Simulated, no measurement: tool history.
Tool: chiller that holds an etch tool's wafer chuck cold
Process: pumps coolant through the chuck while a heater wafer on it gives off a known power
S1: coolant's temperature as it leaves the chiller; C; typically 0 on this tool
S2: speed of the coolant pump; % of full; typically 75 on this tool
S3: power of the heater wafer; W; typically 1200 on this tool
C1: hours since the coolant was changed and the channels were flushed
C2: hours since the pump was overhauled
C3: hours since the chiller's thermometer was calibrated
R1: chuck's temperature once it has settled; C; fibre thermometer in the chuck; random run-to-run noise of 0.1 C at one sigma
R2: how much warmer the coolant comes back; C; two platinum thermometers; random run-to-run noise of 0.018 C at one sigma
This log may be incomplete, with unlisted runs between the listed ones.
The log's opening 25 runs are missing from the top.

run 26 hour=801.2 | S1=2 S2=90 S3=710 | C1=6802 C2=297 C3=579 | R1=9.4 R2=1.54
run 27 hour=835.6 | S1=2 S2=90 S3=934 | C1=6836 C2=331 C3=614 | R1=11.6 R2=2
run 28 hour=876.7 | S1=-9 S2=67 S3=1100 | C1=6877 C2=372 C3=655 | R1=6.1 R2=3.22
run 29 hour=902 | S1=-9 S2=67 S3=1100 | C1=6903 C2=398 C3=680 | R1=5.8 R2=3.21
run 30 hour=940.9 | S1=-8 S2=75 S3=660 | C1=6941 C2=437 C3=719 | R1=0.2 R2=1.71
run 31 hour=969.9 | S1=-8 S2=63 S3=1213 | C1=6970 C2=466 C3=748 | R1=9.4 R2=3.76
run 32 hour=1008.6 | S1=7 S2=62 S3=1069 | C1=7009 C2=504 C3=787 | R1=22.6 R2=3.39
run 33 hour=1032.1 | S1=0 S2=78 S3=1200 | C1=7033 C2=528 C3=810 | R1=14.2 R2=3

Here are 3 independent what-if runs from the current tool condition. What would each one return?
run A hour=1057.5 | S1=0 S2=78 S3=694 | C1=7058 C2=553 C3=836 | R1=? R2=?
run B hour=1057.5 | S1=-2 S2=78 S3=1200 | C1=7058 C2=553 C3=836 | R1=? R2=?
run C hour=1057.5 | S1=3 S2=62 S3=827 | C1=7058 C2=553 C3=836 | R1=? R2=?

run=A R1=8.3 R2=1.74
run=B R1=12.3 R2=2.98
run=C R1=15 R2=2.63
With the hidden condition removed and each run's random variation left untouched, the same runs would have given:
run=A R1=7.2 R2=1.74
run=B R1=10.3 R2=2.98
run=C R1=13.3 R2=2.64

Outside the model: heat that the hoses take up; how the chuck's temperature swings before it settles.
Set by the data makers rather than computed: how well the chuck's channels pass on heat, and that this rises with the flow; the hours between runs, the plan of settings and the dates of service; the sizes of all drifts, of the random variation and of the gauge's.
